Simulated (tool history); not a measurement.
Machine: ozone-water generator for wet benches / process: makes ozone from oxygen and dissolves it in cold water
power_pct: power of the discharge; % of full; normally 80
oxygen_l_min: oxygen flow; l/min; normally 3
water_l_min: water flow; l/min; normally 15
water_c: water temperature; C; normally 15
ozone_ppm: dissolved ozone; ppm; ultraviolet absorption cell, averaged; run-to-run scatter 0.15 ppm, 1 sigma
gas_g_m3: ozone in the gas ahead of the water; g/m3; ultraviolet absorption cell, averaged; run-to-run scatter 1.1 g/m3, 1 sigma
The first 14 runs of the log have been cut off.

run    hour  power_pct  oxygen_l_min  water_l_min  water_c  hours of work since the electrodes were changed  hours of work since the contactor was cleaned  hours of work since the thermometer was calibrated  ozone_ppm  gas_g_m3
 15   519.6         80          3.17           15       12                                             1451                                           2536                                                3887       18.2     189.6
      527.9  -- contactor cleaned
 16     570         80          3.17           15       12                                             1485                                             31                                                3921       17.5     189.4
 17   617.9         96             3           15       15                                             1520                                             65                                                3956       18.7     212.9
 18   656.4         85             3           10       15                                             1548                                             93                                                3983       25.3     202.2
 19     690         85             3           10       15                                             1572                                            118                                                4008         25     198.7
 20   719.9         85             3           10       15                                             1594                                            139                                                4030       25.2       202
 21   749.2         41             3           21       15                                             1615                                            161                                                4051        8.2     139.1
 22   772.9         80          4.08           15       16                                             1632                                            178                                                4068       17.4     170.2
 23   793.2         80          2.38           18       23                                             1647                                            193                                                4083       12.2     215.7
      834.9  -- contactor cleaned, once more
 24   843.5         68             3           20       11                                             1680                                              6                                                4116       12.4     177.4
 25   869.6         68             3           20       11                                             1699                                             25                                                4135       12.6     179.6
 26   893.8         69             3           15       19                                             1717                                             43                                                4153       15.8     178.5
 27   922.2         69          2.84           15       19                                             1738                                             63                                                4174       15.6     185.2
 28   942.9         55             3           15       15                                             1753                                             78                                                4189       14.8     159.9
 29   991.2         43          4.69           21       13                                             1788                                            114                                                4224       10.4     116.4
 30  1029.9         45          1.66           15       14                                             1816                                            142                                                4252       11.7     186.8
 31  1065.4         45          1.66           15       14                                             1842                                            167                                                4277       11.4     185.8
 32  1113.9         45           4.3           15       13                                             1877                                            203                                                4313       14.2     124.1

Alternative continuations, all from the tool just after run 32; predict every row:
  A  1155.3         80          2.24           15       15                                             1907                                            233                                                4343          ?         ?
  B  1155.3         45           4.3           15       20                                             1907                                            233                                                4343          ?         ?
  C  1155.3         45             3           15       12                                             1907                                            233                                                4343          ?         ?
  D  1155.3         43          4.98           15        9                                             1907                                            233                                                4343          ?         ?
  E  1155.3         80             3           15       10                                             1907                                            233                                                4343          ?         ?

run  ozone_ppm  gas_g_m3
  A       16.4     218.3
  B       13.1     124.6
  C       13.6     145.3
  D       15.2     113.9
  E       18.3     194.1
Take away the tool's hidden state, keep each run's random variation, and the runs would have read:
run  ozone_ppm  gas_g_m3
  A       17.3       229
  B       13.7       129
  C       14.2     150.5
  D       15.9     117.9
  E       19.3     203.7
